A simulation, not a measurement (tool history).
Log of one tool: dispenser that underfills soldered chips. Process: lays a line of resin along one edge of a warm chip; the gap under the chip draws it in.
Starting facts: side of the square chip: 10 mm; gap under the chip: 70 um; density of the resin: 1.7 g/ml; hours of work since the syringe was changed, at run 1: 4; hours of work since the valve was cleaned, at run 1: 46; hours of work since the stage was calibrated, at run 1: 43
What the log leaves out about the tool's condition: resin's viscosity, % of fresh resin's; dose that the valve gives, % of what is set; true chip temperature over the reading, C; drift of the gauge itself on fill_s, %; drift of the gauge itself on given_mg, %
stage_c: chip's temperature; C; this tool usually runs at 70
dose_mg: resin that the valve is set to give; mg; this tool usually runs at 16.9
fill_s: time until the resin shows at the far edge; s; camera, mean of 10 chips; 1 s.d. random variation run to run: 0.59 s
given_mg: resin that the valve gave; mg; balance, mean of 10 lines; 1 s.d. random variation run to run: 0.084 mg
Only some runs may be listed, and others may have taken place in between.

| run | hour | stage_c | dose_mg | hours of work since the syringe was changed | hours of work since the valve was cleaned | hours of work since the stage was calibrated | fill_s | given_mg |
|---|---|---|---|---|---|---|---|---|
| 1 | 0 | 70 | 16.9 | 4 | 46 | 43 | 59.5 | 16.13 |
|  | 2.6 | new syringe of resin |
| 2 | 7.4 | 70 | 16.9 | 4 | 51 | 48 | 57.5 | 16.21 |
|  | 10.6 | new syringe of resin |
| 3 | 15.3 | 70 | 19.1 | 4 | 57 | 54 | 57.4 | 17.88 |
|  | 18.6 | new syringe of resin |
| 4 | 19 | 70 | 16.9 | 0 | 60 | 57 | 52.8 | 16.07 |
|  | 26.5 | new syringe of resin |
| 5 | 26.5 | 70 | 17.2 | 0 | 65 | 62 | 51 | 16.25 |
|  | 34.3 | new syringe of resin |
| 6 | 34.3 | 70 | 17.2 | 0 | 71 | 68 | 52.6 | 15.9 |
| 7 | 39.3 | 70 | 17.2 | 4 | 75 | 72 | 60.3 | 16.04 |
|  | 42 | new syringe of resin |
| 8 | 47.8 | 70 | 16.9 | 4 | 81 | 78 | 60.3 | 15.57 |
|  | 50.2 | new syringe of resin |
| 9 | 55.4 | 57 | 15.1 | 4 | 87 | 84 | 110.2 | 13.87 |
|  | 58.3 | new syringe of resin |
| 10 | 60.8 | 60 | 15.1 | 2 | 90 | 88 | 90.2 | 13.8 |
|  | 66.4 | new syringe of resin |
| 11 | 68.1 | 78 | 19.7 | 1 | 96 | 93 | 39 | 17.94 |
| 12 | 72.8 | 78 | 19.7 | 5 | 99 | 97 | 43 | 17.95 |
|  | 74.3 | dispensing valve cleaned and set on the balance |
|  | 75.4 | new syringe of resin |
| 13 | 79.2 | 78 | 19.7 | 3 | 4 | 100 | 40.3 | 19.58 |

Expected results for the next run?
|  | 83.4 | new syringe of resin |
| 14 | 87.1 | 78 | 19.7 | 3 | 9 | 106 | ? | ? |

fill_s: 41.1 s
given_mg: 19.59 mg
Without the tool's hidden state the same run would have given fill_s 36.5 s, given_mg 19.76 mg.
